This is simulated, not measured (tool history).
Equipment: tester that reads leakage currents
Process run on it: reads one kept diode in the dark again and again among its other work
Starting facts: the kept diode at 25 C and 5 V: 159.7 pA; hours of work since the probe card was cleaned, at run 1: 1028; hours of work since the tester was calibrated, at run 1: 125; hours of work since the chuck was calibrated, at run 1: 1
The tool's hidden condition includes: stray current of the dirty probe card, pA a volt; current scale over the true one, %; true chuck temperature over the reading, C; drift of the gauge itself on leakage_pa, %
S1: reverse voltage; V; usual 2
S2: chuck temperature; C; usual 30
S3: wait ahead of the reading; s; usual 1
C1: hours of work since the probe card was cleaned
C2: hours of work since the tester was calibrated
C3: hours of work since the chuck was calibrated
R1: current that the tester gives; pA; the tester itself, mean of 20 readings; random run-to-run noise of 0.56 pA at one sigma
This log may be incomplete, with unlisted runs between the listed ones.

run	day	S1	S2	S3	C1	C2	C3	R1
1	0	2	30	1	1028	125	1	189.5
2	3.121	2	30	0.62	1085	182	58	187.57
3	5.254	2	30	0.62	1124	221	97	187.28
4	7.767	2	30	0.62	1170	267	143	185.99
5	10.083	2	30	1	1212	310	185	184.5
6	12.308	2	30	1	1253	350	226	184.18
7	14.95	2	30	1	1301	398	274	184.25
8	18.321	2	30	1	1363	460	336	182.53
9	21.125	2	30	1	1414	511	387	181.39
10	24.742	2	30	1	1480	577	453	179.7
11	26.854	2	30	1	1518	616	491	179.8
12	29.321	2	30	1	1564	661	536	179
13	32.779	2	30	1	1627	724	600	178.1
14	35.946	2	30	1	1685	782	657	175.76
15	38.358	2	30	1	1729	826	701	176.26
16	41.012	2	30	1	1777	874	750	175.2
17	43.7	2	30	1	1826	923	799	173.76
# day 45.004: probe card cleaned and baked
18	46.588	1.51	30	1	29	974	849	157.24
# day 46.838: tester calibrated
19	50	1.51	34	1	90	58	910	221.06
20	52.792	2	37	1	141	109	961	307.92
21	55.879	2	37	1	197	165	1018	306.43
22	58.367	2.98	28	1	242	211	1063	159.61
23	60.125	2.98	28	1	275	243	1095	160.42
24	62.279	1.67	30	9.09	314	282	1135	157.09
# day 64.238: chuck's temperature calibrated
25	65.683	4.05	25	5.39	375	343	26	150.63
# day 68.3: tester calibrated, once more
26	69.271	16.45	25	0.81	439	18	90	242.3
27	72.688	16.45	25	0.81	501	80	153	240.07
28	75.529	16.45	25	0.81	553	132	205	239.47
29	78.079	16.73	45	2.67	599	179	251	1247.11
30	80.025	2	30	1.67	635	214	287	184.09
31	83.592	2	30	1.67	700	279	352	183.02
32	85.75	2	30	1.67	740	319	391	182.45
33	88.612	1.13	44	1.67	792	371	444	486.47
34	90.758	6.14	30	2.69	831	410	483	258.47
35	93.029	2	36	0.31	872	452	524	300.7
36	94.725	1.26	30	0.31	903	483	555	155.67
37	97.142	4.57	32	0.89	948	527	599	276.79
38	100.108	15.51	46	4.03	1002	581	654	1272.81
39	102.842	1.53	23	1.33	1052	631	703	87.53
40	105.762	1.94	33	1.36	1105	684	757	225

Here are 3 independent what-if runs from the current tool condition. What would each one return?
A	109.583	2.02	34	5.18	1175	754	827	?
B	109.583	3.94	28	0.78	1175	754	827	?
C	109.583	5.22	30	1	1175	754	827	?

run	R1
A	247.18
B	182.65
C	238.78
What these runs would have given with no unlogged condition in the tool:
run	R1
A	265.05
B	194.36
C	253.79
